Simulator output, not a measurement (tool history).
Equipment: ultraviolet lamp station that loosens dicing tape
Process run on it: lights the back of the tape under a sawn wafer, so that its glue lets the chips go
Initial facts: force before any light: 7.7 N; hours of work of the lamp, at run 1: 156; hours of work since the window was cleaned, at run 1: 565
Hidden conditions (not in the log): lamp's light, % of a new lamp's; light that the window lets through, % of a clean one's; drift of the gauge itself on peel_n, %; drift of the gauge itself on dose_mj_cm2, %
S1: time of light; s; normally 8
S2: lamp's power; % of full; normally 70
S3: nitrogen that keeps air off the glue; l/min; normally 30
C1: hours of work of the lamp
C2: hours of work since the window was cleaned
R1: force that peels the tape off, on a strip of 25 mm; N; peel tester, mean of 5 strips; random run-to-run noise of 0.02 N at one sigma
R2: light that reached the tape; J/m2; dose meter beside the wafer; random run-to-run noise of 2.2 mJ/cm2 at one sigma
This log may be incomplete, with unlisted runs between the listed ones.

run    hour  S1  S2  S3   C1   C2     R1    R2
  1     0.0   8  70  30  156  565  1.257  1720
  2    37.0   8  70  30  175  584  1.240  1720
  3    73.3   8  70  30  194  603  1.228  1630
  4   104.5   8  70  30  210  619  1.230  1690
  5   148.7   8  70  30  233  642  1.260  1700
  6   187.9   8  70  30  254  663  1.307  1640
  7   220.7   8  70  30  271  680  1.264  1670
      247.1  -- window cleaned of glue's vapour
  8   261.2  12  70  30  292    7  0.538  2710
  9   287.8   8  70  30  306   21  1.122  1800
 10   309.3   8  70  30  317   32  1.116  1770
 11   335.3   8  70  30  331   46  1.114  1820
 12   372.6   8  70  30  350   65  1.136  1790
 13   404.7   8  70  30  367   82  1.141  1770
 14   432.5   8  70  33  381   97  1.107  1740
 15   459.7  15  70  30  396  111  0.386  3250
 16   493.4   8  70  30  413  129  1.191  1770
 17   517.9   8  70  30  426  141  1.207  1750
 18   537.2   8  70  30  436  151  1.273  1740
 19   578.9   5  70  19  458  173  2.757  1050
 20   598.8   5  79  31  468  184  1.966  1200
 21   643.0   5  68  31  491  207  2.437  1010
 22   683.8   5  63  30  513  228  2.656   930
 23   712.5   5  63  30  528  243  2.722   940
 24   740.0   7  70  10  542  257  2.439  1440
 25   766.2   8  94  27  556  271  0.800  2170
 26   787.3   8  94  27  567  282  0.858  2150
 27   810.6   6  64  27  579  294  2.298  1090
 28   848.9   5  69  27  599  314  2.615   970
 29   867.1   4  65  53  608  324  2.813   710
 30   886.8  11  64  33  619  334  0.891  1950
 31   927.7  11  64  36  640  355  0.880  1990
 32   958.9  11  64  36  656  372  0.896  1960
 33   990.6  14  70  30  673  388  0.538  2710
 34  1021.9   8  73  15  689  404  1.882  1610
 35  1049.9  12  66  12  704  419  1.360  2150
 36  1072.1   8  96  24  715  431  0.975  2080

3 ways to go on from here, each from the tool as it stands after run 36. What would each give?
  A  1094.6  15  70  30  727  442   ?   ?
  B  1094.6   8  89   9  727  442   ?   ?
  C  1094.6  16  74  11  727  442   ?   ?

run     R1    R2
  A  0.491  2880
  B  1.782  1930
  C  0.704  3230
With the hidden condition removed and each run's random variation left untouched, the same runs would have given:
run     R1    R2
  A  0.331  3740
  B  1.197  2520
  C  0.441  4210
